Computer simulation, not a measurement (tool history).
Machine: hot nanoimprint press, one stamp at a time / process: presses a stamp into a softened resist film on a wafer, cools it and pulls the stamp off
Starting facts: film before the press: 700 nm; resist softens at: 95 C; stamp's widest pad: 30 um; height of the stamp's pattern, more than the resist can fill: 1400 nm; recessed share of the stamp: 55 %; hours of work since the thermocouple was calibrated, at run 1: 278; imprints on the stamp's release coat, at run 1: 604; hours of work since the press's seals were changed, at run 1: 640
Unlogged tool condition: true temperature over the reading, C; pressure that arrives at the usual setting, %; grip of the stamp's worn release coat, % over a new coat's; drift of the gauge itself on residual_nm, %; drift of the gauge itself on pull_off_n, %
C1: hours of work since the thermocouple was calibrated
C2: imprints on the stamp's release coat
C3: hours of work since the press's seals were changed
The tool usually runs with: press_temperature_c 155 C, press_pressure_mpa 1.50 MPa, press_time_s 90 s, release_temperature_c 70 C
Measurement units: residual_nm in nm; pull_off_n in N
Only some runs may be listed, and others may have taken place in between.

run 1 hour=0.0 | press_temperature_c=155 press_pressure_mpa=1.50 press_time_s=90 release_temperature_c=70 | C1=278 C2=604 C3=640 | residual_nm=391.0 pull_off_n=215
run 2 hour=65.6 | press_temperature_c=146 press_pressure_mpa=1.50 press_time_s=90 release_temperature_c=70 | C1=308 C2=807 C3=669 | residual_nm=496.0 pull_off_n=232
run 3 hour=113.9 | press_temperature_c=146 press_pressure_mpa=1.50 press_time_s=90 release_temperature_c=70 | C1=329 C2=955 C3=690 | residual_nm=496.2 pull_off_n=229
-- hour=152.0 press's hydraulic seals changed and the load cell set to zero
run 4 hour=152.0 | press_temperature_c=146 press_pressure_mpa=1.50 press_time_s=90 release_temperature_c=70 | C1=343 C2=1048 C3=0 | residual_nm=497.8 pull_off_n=234
-- hour=162.3 stamp cleaned and given a new release coat
-- hour=171.3 plate thermocouple calibrated
run 5 hour=210.2 | press_temperature_c=146 press_pressure_mpa=1.50 press_time_s=90 release_temperature_c=70 | C1=17 C2=138 C3=22 | residual_nm=499.1 pull_off_n=225
run 6 hour=262.6 | press_temperature_c=146 press_pressure_mpa=1.50 press_time_s=90 release_temperature_c=70 | C1=41 C2=300 C3=45 | residual_nm=498.7 pull_off_n=224
run 7 hour=318.9 | press_temperature_c=146 press_pressure_mpa=1.50 press_time_s=90 release_temperature_c=70 | C1=66 C2=473 C3=71 | residual_nm=499.2 pull_off_n=232
run 8 hour=387.2 | press_temperature_c=155 press_pressure_mpa=1.50 press_time_s=75 release_temperature_c=70 | C1=97 C2=684 C3=101 | residual_nm=417.6 pull_off_n=234
run 9 hour=459.3 | press_temperature_c=155 press_pressure_mpa=1.50 press_time_s=75 release_temperature_c=70 | C1=129 C2=906 C3=133 | residual_nm=417.3 pull_off_n=232
-- hour=515.9 stamp cleaned and given a new release coat
run 10 hour=515.9 | press_temperature_c=155 press_pressure_mpa=1.50 press_time_s=75 release_temperature_c=70 | C1=151 C2=0 C3=156 | residual_nm=418.2 pull_off_n=227
run 11 hour=559.8 | press_temperature_c=155 press_pressure_mpa=1.76 press_time_s=75 release_temperature_c=70 | C1=171 C2=135 C3=176 | residual_nm=391.1 pull_off_n=233
run 12 hour=591.9 | press_temperature_c=155 press_pressure_mpa=1.76 press_time_s=56 release_temperature_c=70 | C1=185 C2=234 C3=190 | residual_nm=427.4 pull_off_n=239
run 13 hour=646.0 | press_temperature_c=155 press_pressure_mpa=1.50 press_time_s=90 release_temperature_c=70 | C1=209 C2=401 C3=214 | residual_nm=396.7 pull_off_n=231
run 14 hour=703.4 | press_temperature_c=155 press_pressure_mpa=1.40 press_time_s=90 release_temperature_c=60 | C1=235 C2=578 C3=240 | residual_nm=409.2 pull_off_n=278
run 15 hour=777.2 | press_temperature_c=155 press_pressure_mpa=1.40 press_time_s=90 release_temperature_c=60 | C1=268 C2=805 C3=273 | residual_nm=410.6 pull_off_n=267
run 16 hour=836.2 | press_temperature_c=155 press_pressure_mpa=1.40 press_time_s=90 release_temperature_c=60 | C1=295 C2=987 C3=299 | residual_nm=410.8 pull_off_n=287
-- hour=866.0 stamp cleaned and given a new release coat
run 17 hour=887.9 | press_temperature_c=155 press_pressure_mpa=1.40 press_time_s=90 release_temperature_c=60 | C1=315 C2=67 C3=320 | residual_nm=411.1 pull_off_n=276
-- hour=962.4 plate thermocouple calibrated
run 18 hour=962.4 | press_temperature_c=155 press_pressure_mpa=0.94 press_time_s=90 release_temperature_c=76 | C1=0 C2=288 C3=352 | residual_nm=482.5 pull_off_n=202
run 19 hour=1004.2 | press_temperature_c=155 press_pressure_mpa=0.94 press_time_s=90 release_temperature_c=76 | C1=19 C2=417 C3=370 | residual_nm=482.5 pull_off_n=205
run 20 hour=1052.3 | press_temperature_c=155 press_pressure_mpa=1.50 press_time_s=179 release_temperature_c=77 | C1=40 C2=565 C3=392 | residual_nm=317.9 pull_off_n=209
run 21 hour=1092.2 | press_temperature_c=155 press_pressure_mpa=1.16 press_time_s=170 release_temperature_c=70 | C1=58 C2=688 C3=410 | residual_nm=367.0 pull_off_n=228
run 22 hour=1156.1 | press_temperature_c=155 press_pressure_mpa=1.16 press_time_s=170 release_temperature_c=70 | C1=87 C2=885 C3=438 | residual_nm=367.2 pull_off_n=223
run 23 hour=1208.3 | press_temperature_c=164 press_pressure_mpa=1.16 press_time_s=65 release_temperature_c=72 | C1=110 C2=1046 C3=461 | residual_nm=393.3 pull_off_n=231
-- hour=1222.1 stamp cleaned and given a new release coat
run 24 hour=1250.3 | press_temperature_c=159 press_pressure_mpa=0.95 press_time_s=90 release_temperature_c=70 | C1=126 C2=87 C3=478 | residual_nm=440.8 pull_off_n=236
-- hour=1282.4 gauge calibrated
run 25 hour=1303.8 | press_temperature_c=159 press_pressure_mpa=0.95 press_time_s=90 release_temperature_c=70 | C1=150 C2=252 C3=501 | residual_nm=428.7 pull_off_n=232

Some steps in residual_nm between neighbouring runs. How much of each would the tool show without its hidden state too (settings, what came in, random variation), and how much is left for the hidden state, with any gauge scatter that isn't in both results?
Run 1 -> 2: press_temperature_c 155 -> 146. residual_nm +105.0 nm: hidden state +0.7, all else +104.3.
Run 19 -> 20: press_pressure_mpa 0.94 -> 1.50, press_time_s 90 -> 179, release_temperature_c 76 -> 77. residual_nm -164.6 nm: hidden state -3.0, all else -161.6.
Run 24 -> 25: gauge calibrated. residual_nm -12.1 nm: hidden state -10.9, all else -1.2.

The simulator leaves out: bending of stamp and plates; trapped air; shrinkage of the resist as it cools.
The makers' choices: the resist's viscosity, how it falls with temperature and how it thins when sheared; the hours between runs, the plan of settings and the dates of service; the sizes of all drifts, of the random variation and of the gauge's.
